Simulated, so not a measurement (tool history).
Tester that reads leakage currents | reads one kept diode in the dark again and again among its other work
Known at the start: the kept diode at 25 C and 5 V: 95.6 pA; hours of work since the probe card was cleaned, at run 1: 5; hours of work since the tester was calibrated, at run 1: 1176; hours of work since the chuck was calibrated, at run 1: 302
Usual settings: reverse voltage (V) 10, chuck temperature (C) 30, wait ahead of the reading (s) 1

run	hour	reverse voltage (V)	chuck temperature (C)	wait ahead of the reading (s)	hours of work since the probe card was cleaned	hours of work since the tester was calibrated	hours of work since the chuck was calibrated	current that the tester gives (pA)
1	0	10	30	1	5	1176	302	207.74
2	152.5	10	30	1	78	1249	375	209.05
3	314.7	10	30	3.24	156	1327	453	206.7
4	517.3	10	30	3.24	254	1425	550	205.42
5	701.3	10	30	1	342	1513	639	207.65
6	816	10	30	1	397	1568	694	207.38
7	914.1	10.6	30	1	444	1615	741	213.61
8	1068.5	10	30	1.04	519	1690	815	206.3
9	1209.4	6.9	30	1	586	1757	883	167.61
10	1371.8	6.9	30	1	664	1835	961	166.89
11	1566.5	2.3	27	1.27	758	1929	1055	71.19
12	1746.9	1.6	38	2.01	845	2016	1142	133.27
13	1930.5	5.4	38	1	933	2104	1230	261.59
14	2117.4	10	30	1.79	1023	2194	1320	202.94
15	2283.8	10	30	1.79	1103	2274	1400	202.41
16	2476.1	10	30	1.79	1195	2366	1492	203.39
17	2610.2	10	30	1.79	1260	2431	1557	202.77
18	2802.3	1.1	30	0.31	1352	2523	1649	59.05
19	2933.6	2.4	33	0.47	1415	2586	1712	114.2
20	3060.1	2.4	40	2.16	1476	2647	1773	187.51

Forecast each of these 5 alternatives for the next run:
A	3145.2	7.9	35	0.87	1517	2688	1814	?
B	3145.2	4	39	2.72	1517	2688	1814	?
C	3145.2	10	42	0.35	1517	2688	1814	?
D	3145.2	2.4	54	0.42	1517	2688	1814	?
E	3145.2	10	28	0.51	1517	2688	1814	?

run	current that the tester gives (pA)
A	255.39
B	232.58
C	490.38
D	499.57
E	178.51
Without the tool's hidden state the same runs would have given:
run	current that the tester gives (pA)
A	270.16
B	248.91
C	521.5
D	536.53
E	184.55
